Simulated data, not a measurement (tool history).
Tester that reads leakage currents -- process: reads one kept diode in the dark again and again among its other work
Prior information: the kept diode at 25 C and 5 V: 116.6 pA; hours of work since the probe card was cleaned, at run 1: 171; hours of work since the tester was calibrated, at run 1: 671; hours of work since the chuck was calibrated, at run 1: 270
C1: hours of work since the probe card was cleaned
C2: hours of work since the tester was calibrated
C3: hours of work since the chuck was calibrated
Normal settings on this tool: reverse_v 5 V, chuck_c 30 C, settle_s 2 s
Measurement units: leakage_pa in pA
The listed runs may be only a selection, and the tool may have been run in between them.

{"run": 1, "hour": 0.0, "reverse_v": 5, "chuck_c": 30, "settle_s": 2, "C1": 171, "C2": 671, "C3": 270, "leakage_pa": 190.83}
{"run": 2, "hour": 34.8, "reverse_v": 5, "chuck_c": 30, "settle_s": 2, "C1": 191, "C2": 690, "C3": 290, "leakage_pa": 191.25}
{"run": 3, "hour": 71.9, "reverse_v": 5, "chuck_c": 30, "settle_s": 2, "C1": 212, "C2": 712, "C3": 311, "leakage_pa": 193.62}
{"run": 4, "hour": 96.1, "reverse_v": 5, "chuck_c": 30, "settle_s": 2, "C1": 226, "C2": 725, "C3": 325, "leakage_pa": 193.09}
{"run": 5, "hour": 123.3, "reverse_v": 5, "chuck_c": 30, "settle_s": 2, "C1": 242, "C2": 741, "C3": 340, "leakage_pa": 193.55}
{"run": 6, "hour": 154.7, "reverse_v": 5, "chuck_c": 30, "settle_s": 2, "C1": 259, "C2": 759, "C3": 358, "leakage_pa": 194.19}
{"run": 7, "hour": 177.2, "reverse_v": 18.71, "chuck_c": 30, "settle_s": 2, "C1": 272, "C2": 771, "C3": 371, "leakage_pa": 401.84}
{"run": 8, "hour": 225.1, "reverse_v": 18.71, "chuck_c": 30, "settle_s": 2, "C1": 299, "C2": 799, "C3": 398, "leakage_pa": 406.88}
{"run": 9, "hour": 259.9, "reverse_v": 18.71, "chuck_c": 30, "settle_s": 2, "C1": 319, "C2": 819, "C3": 418, "leakage_pa": 409.15}
{"run": 10, "hour": 288.3, "reverse_v": 18.71, "chuck_c": 30, "settle_s": 2, "C1": 335, "C2": 835, "C3": 434, "leakage_pa": 408.08}
{"run": 11, "hour": 323.7, "reverse_v": 5, "chuck_c": 30, "settle_s": 2, "C1": 356, "C2": 855, "C3": 454, "leakage_pa": 197.53}
{"run": 12, "hour": 353.4, "reverse_v": 5, "chuck_c": 28, "settle_s": 2, "C1": 372, "C2": 872, "C3": 471, "leakage_pa": 166.66}
{"run": 13, "hour": 380.7, "reverse_v": 5, "chuck_c": 28, "settle_s": 2, "C1": 388, "C2": 887, "C3": 487, "leakage_pa": 167.92}
{"run": 14, "hour": 425.8, "reverse_v": 5, "chuck_c": 28, "settle_s": 2, "C1": 414, "C2": 913, "C3": 512, "leakage_pa": 168.25}
{"run": 15, "hour": 476.2, "reverse_v": 5, "chuck_c": 28, "settle_s": 2, "C1": 442, "C2": 942, "C3": 541, "leakage_pa": 168.88}
{"run": 16, "hour": 497.2, "reverse_v": 5, "chuck_c": 28, "settle_s": 2, "C1": 454, "C2": 954, "C3": 553, "leakage_pa": 169.22}
{"run": 17, "hour": 530.9, "reverse_v": 5, "chuck_c": 30, "settle_s": 2, "C1": 473, "C2": 973, "C3": 572, "leakage_pa": 202.73}
{"run": 18, "hour": 554.2, "reverse_v": 5, "chuck_c": 30, "settle_s": 2, "C1": 487, "C2": 986, "C3": 586, "leakage_pa": 202.04}
{"run": 19, "hour": 575.0, "reverse_v": 5, "chuck_c": 31, "settle_s": 2, "C1": 499, "C2": 998, "C3": 597, "leakage_pa": 220.94}
{"run": 20, "hour": 598.6, "reverse_v": 5, "chuck_c": 31, "settle_s": 2, "C1": 512, "C2": 1011, "C3": 611, "leakage_pa": 219.98}
{"run": 21, "hour": 629.2, "reverse_v": 5, "chuck_c": 31, "settle_s": 2, "C1": 529, "C2": 1029, "C3": 628, "leakage_pa": 221.99}
{"run": 22, "hour": 678.0, "reverse_v": 7.38, "chuck_c": 31, "settle_s": 2, "C1": 557, "C2": 1056, "C3": 656, "leakage_pa": 276.51}
{"hour": 724.8, "done": "chuck's temperature calibrated"}
{"run": 23, "hour": 724.8, "reverse_v": 1.37, "chuck_c": 31, "settle_s": 7.72, "C1": 583, "C2": 1082, "C3": 0, "leakage_pa": 117.68}
{"run": 24, "hour": 762.6, "reverse_v": 12.53, "chuck_c": 28, "settle_s": 6.93, "C1": 604, "C2": 1104, "C3": 22, "leakage_pa": 309.75}
{"run": 25, "hour": 794.4, "reverse_v": 12.53, "chuck_c": 28, "settle_s": 6.93, "C1": 622, "C2": 1122, "C3": 40, "leakage_pa": 311.94}
{"run": 26, "hour": 815.1, "reverse_v": 7.11, "chuck_c": 30, "settle_s": 0.57, "C1": 634, "C2": 1133, "C3": 51, "leakage_pa": 270.36}
{"run": 27, "hour": 847.9, "reverse_v": 10.22, "chuck_c": 51, "settle_s": 0.57, "C1": 653, "C2": 1152, "C3": 70, "leakage_pa": 1725.36}
{"run": 28, "hour": 873.3, "reverse_v": 2.2, "chuck_c": 21, "settle_s": 2, "C1": 667, "C2": 1167, "C3": 85, "leakage_pa": 65.79}
{"run": 29, "hour": 901.2, "reverse_v": 8.79, "chuck_c": 27, "settle_s": 4.54, "C1": 683, "C2": 1182, "C3": 100, "leakage_pa": 238.42}
{"hour": 921.4, "done": "chuck's temperature calibrated, once more"}
{"run": 30, "hour": 945.0, "reverse_v": 3.07, "chuck_c": 30, "settle_s": 0.34, "C1": 707, "C2": 1206, "C3": 13, "leakage_pa": 140.61}
{"run": 31, "hour": 970.1, "reverse_v": 5.31, "chuck_c": 58, "settle_s": 0.52, "C1": 721, "C2": 1220, "C3": 28, "leakage_pa": 1693.36}
{"run": 32, "hour": 1011.3, "reverse_v": 5.31, "chuck_c": 50, "settle_s": 6.14, "C1": 744, "C2": 1244, "C3": 51, "leakage_pa": 937.82}
{"run": 33, "hour": 1059.4, "reverse_v": 5.31, "chuck_c": 50, "settle_s": 1.46, "C1": 772, "C2": 1271, "C3": 79, "leakage_pa": 943.59}
{"run": 34, "hour": 1082.4, "reverse_v": 5.31, "chuck_c": 50, "settle_s": 1.46, "C1": 785, "C2": 1284, "C3": 92, "leakage_pa": 948.97}
{"run": 35, "hour": 1118.6, "reverse_v": 16.3, "chuck_c": 30, "settle_s": 0.56, "C1": 806, "C2": 1305, "C3": 112, "leakage_pa": 359.65}
{"run": 36, "hour": 1144.0, "reverse_v": 7.76, "chuck_c": 44, "settle_s": 5.2, "C1": 820, "C2": 1319, "C3": 127, "leakage_pa": 738.74}
{"run": 37, "hour": 1188.3, "reverse_v": 10.69, "chuck_c": 30, "settle_s": 2, "C1": 845, "C2": 1345, "C3": 152, "leakage_pa": 287.01}
{"run": 38, "hour": 1213.9, "reverse_v": 19.56, "chuck_c": 27, "settle_s": 1.75, "C1": 860, "C2": 1359, "C3": 166, "leakage_pa": 313.84}
{"run": 39, "hour": 1246.1, "reverse_v": 11.05, "chuck_c": 58, "settle_s": 2, "C1": 878, "C2": 1378, "C3": 185, "leakage_pa": 2572.81}
{"run": 40, "hour": 1296.8, "reverse_v": 5.92, "chuck_c": 38, "settle_s": 8.09, "C1": 907, "C2": 1406, "C3": 214, "leakage_pa": 402.21}
{"run": 41, "hour": 1345.9, "reverse_v": 5.92, "chuck_c": 38, "settle_s": 8.09, "C1": 935, "C2": 1434, "C3": 242, "leakage_pa": 403.71}

Subtracting, for every run, the result it would have given without the tool's unlogged condition from the measured result gives the following. The same run-to-run variation enters both numbers; the gauge's scatter may not:
The tool's hidden condition here consists of: stray current of the dirty probe card, pA a volt; current scale over the true one, %; true chuck temperature over the reading, C; drift of the gauge itself on leakage_pa, %.
run=1 leakage_pa=+10.64
run=2 leakage_pa=+11.35
run=3 leakage_pa=+12.19
run=4 leakage_pa=+12.61
run=5 leakage_pa=+13.17
run=6 leakage_pa=+13.71
run=7 leakage_pa=+30.65
run=8 leakage_pa=+32.95
run=9 leakage_pa=+34.53
run=10 leakage_pa=+35.56
run=11 leakage_pa=+17.05
run=12 leakage_pa=+15.23
run=13 leakage_pa=+15.76
run=14 leakage_pa=+16.56
run=15 leakage_pa=+17.4
run=16 leakage_pa=+17.8
run=17 leakage_pa=+21.43
run=18 leakage_pa=+21.79
run=19 leakage_pa=+23.98
run=20 leakage_pa=+24.37
run=21 leakage_pa=+25.17
run=22 leakage_pa=+33.03
run=23 leakage_pa=+20.59
run=24 leakage_pa=+59.12
run=25 leakage_pa=+60.47
run=26 leakage_pa=+50.89
run=27 leakage_pa=+280.97
run=28 leakage_pa=+13.57
run=29 leakage_pa=+48.41
run=30 leakage_pa=+1.77
run=31 leakage_pa=+8.09
run=32 leakage_pa=+9.18
run=33 leakage_pa=+13.06
run=34 leakage_pa=+14.65
run=35 leakage_pa=+15.1
run=36 leakage_pa=+17.45
run=37 leakage_pa=+12.82
run=38 leakage_pa=+19.44
run=39 leakage_pa=+66.76
run=40 leakage_pa=+16.2
run=41 leakage_pa=+18.11
